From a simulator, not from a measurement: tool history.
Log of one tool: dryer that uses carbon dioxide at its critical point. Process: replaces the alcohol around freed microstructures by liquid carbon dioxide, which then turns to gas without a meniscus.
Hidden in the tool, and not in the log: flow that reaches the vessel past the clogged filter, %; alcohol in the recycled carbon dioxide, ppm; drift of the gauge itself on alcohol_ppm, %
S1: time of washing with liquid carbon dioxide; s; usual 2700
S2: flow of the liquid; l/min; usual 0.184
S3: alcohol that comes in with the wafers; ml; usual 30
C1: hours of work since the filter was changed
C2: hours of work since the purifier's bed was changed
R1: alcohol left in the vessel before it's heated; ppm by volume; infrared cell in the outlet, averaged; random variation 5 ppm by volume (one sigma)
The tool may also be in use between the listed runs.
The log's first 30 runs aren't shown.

run,day,S1,S2,S3,C1,C2,R1
31,9.046,1920,0.179,31,349,275,371
32,9.383,2760,0.184,64,353,279,118
33,9.662,2760,0.184,64,356,282,127
34,9.983,1920,0.16,106,359,285,1903
35,10.4,1920,0.16,119,364,290,2060
36,10.625,1920,0.16,119,366,292,2117
37,10.95,2400,0.133,45,370,296,760
38,11.317,4140,0.201,22,374,300,59
39,11.688,3840,0.184,99,378,304,67
40,11.962,3720,0.181,102,381,307,66
41,12.221,1680,0.184,44,383,309,748
42,12.617,1680,0.304,44,388,314,92
43,12.929,1680,0.304,44,391,317,94
44,13.279,3840,0.176,21,395,321,68
45,13.629,3840,0.176,21,399,325,67
46,13.9,2700,0.184,46,401,327,123
47,14.304,2700,0.137,53,406,332,483
48,14.704,2700,0.184,27,410,336,101

3 ways to go on from here, each from the tool as it stands after run 48. What would each give?
A,15,3180,0.266,27,413,339,?
B,15,2340,0.139,56,413,339,?
C,15,3120,0.159,29,413,339,?

run,R1
A,72
B,900
C,102
Without the tool's hidden state the same runs would have given:
run,R1
A,14
B,650
C,29
